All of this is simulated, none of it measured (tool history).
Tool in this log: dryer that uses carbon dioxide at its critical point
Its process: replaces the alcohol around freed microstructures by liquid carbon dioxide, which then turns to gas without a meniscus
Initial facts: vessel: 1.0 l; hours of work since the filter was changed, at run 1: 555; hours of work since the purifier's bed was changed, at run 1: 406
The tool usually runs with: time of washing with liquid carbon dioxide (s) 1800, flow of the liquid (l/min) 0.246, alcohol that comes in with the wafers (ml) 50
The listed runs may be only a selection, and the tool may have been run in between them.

| run | hour | time of washing with liquid carbon dioxide (s) | flow of the liquid (l/min) | alcohol that comes in with the wafers (ml) | hours of work since the filter was changed | hours of work since the purifier's bed was changed | alcohol left in the vessel before it's heated (ppm by volume) |
|---|---|---|---|---|---|---|---|
| 1 | 0 | 1800 | 0.246 | 50 | 555 | 406 | 263 |
| 2 | 12.2 | 1800 | 0.246 | 50 | 564 | 415 | 274 |
| 3 | 24.3 | 1800 | 0.246 | 50 | 574 | 424 | 276 |
|  | 32.4 | inlet filter changed |
| 4 | 37.2 | 1800 | 0.246 | 50 | 4 | 433 | 203 |
| 5 | 49.1 | 1920 | 0.246 | 50 | 12 | 442 | 184 |
| 6 | 70.9 | 1260 | 0.246 | 50 | 29 | 458 | 718 |
| 7 | 83.2 | 1260 | 0.246 | 50 | 38 | 467 | 694 |
| 8 | 97.3 | 1800 | 0.179 | 50 | 49 | 478 | 664 |
| 9 | 118 | 1800 | 0.239 | 50 | 64 | 493 | 260 |
| 10 | 137.2 | 2160 | 0.246 | 50 | 78 | 508 | 183 |
| 11 | 155.8 | 1800 | 0.246 | 50 | 92 | 522 | 239 |
| 12 | 170 | 1800 | 0.246 | 81 | 103 | 532 | 304 |
| 13 | 178.8 | 1800 | 0.246 | 81 | 110 | 539 | 310 |
| 14 | 194.7 | 1800 | 0.246 | 50 | 121 | 551 | 245 |
| 15 | 205.6 | 1800 | 0.246 | 67 | 130 | 559 | 287 |
| 16 | 223.8 | 2040 | 0.281 | 50 | 143 | 572 | 181 |
| 17 | 237.3 | 2040 | 0.281 | 50 | 153 | 582 | 199 |
| 18 | 248.3 | 2040 | 0.281 | 50 | 162 | 591 | 190 |
| 19 | 263.4 | 2040 | 0.281 | 50 | 173 | 602 | 194 |
| 20 | 273.6 | 1500 | 0.284 | 50 | 180 | 610 | 291 |
| 21 | 288.6 | 1500 | 0.284 | 50 | 192 | 621 | 316 |
| 22 | 303.5 | 1440 | 0.243 | 23 | 203 | 632 | 362 |
| 23 | 313.9 | 1800 | 0.156 | 60 | 211 | 640 | 1468 |
| 24 | 333.5 | 2760 | 0.306 | 93 | 225 | 654 | 193 |
| 25 | 351.8 | 2220 | 0.165 | 93 | 239 | 668 | 825 |
| 26 | 371.7 | 2340 | 0.391 | 50 | 254 | 683 | 203 |
| 27 | 387.6 | 1440 | 0.391 | 91 | 266 | 695 | 236 |

Subtracting, for every run, the result it would have given without the tool's unlogged condition from the measured result gives the following. The same run-to-run variation enters both numbers; the gauge's scatter may not:
The tool's hidden condition here consists of: flow that reaches the vessel past the clogged filter, %; alcohol in the recycled carbon dioxide, ppm; drift of the gauge itself on alcohol_ppm, %.
| run | alcohol left in the vessel before it's heated (ppm by volume) |
|---|---|
| 1 | +184 |
| 2 | +188 |
| 3 | +192 |
| 4 | +132 |
| 5 | +137 |
| 6 | +167 |
| 7 | +166 |
| 8 | +174 |
| 9 | +159 |
| 10 | +156 |
| 11 | +162 |
| 12 | +179 |
| 13 | +178 |
| 14 | +178 |
| 15 | +186 |
| 16 | +173 |
| 17 | +181 |
| 18 | +177 |
| 19 | +186 |
| 20 | +200 |
| 21 | +207 |
| 22 | +221 |
| 23 | +368 |
| 24 | +193 |
| 25 | +318 |
| 26 | +202 |
| 27 | +211 |
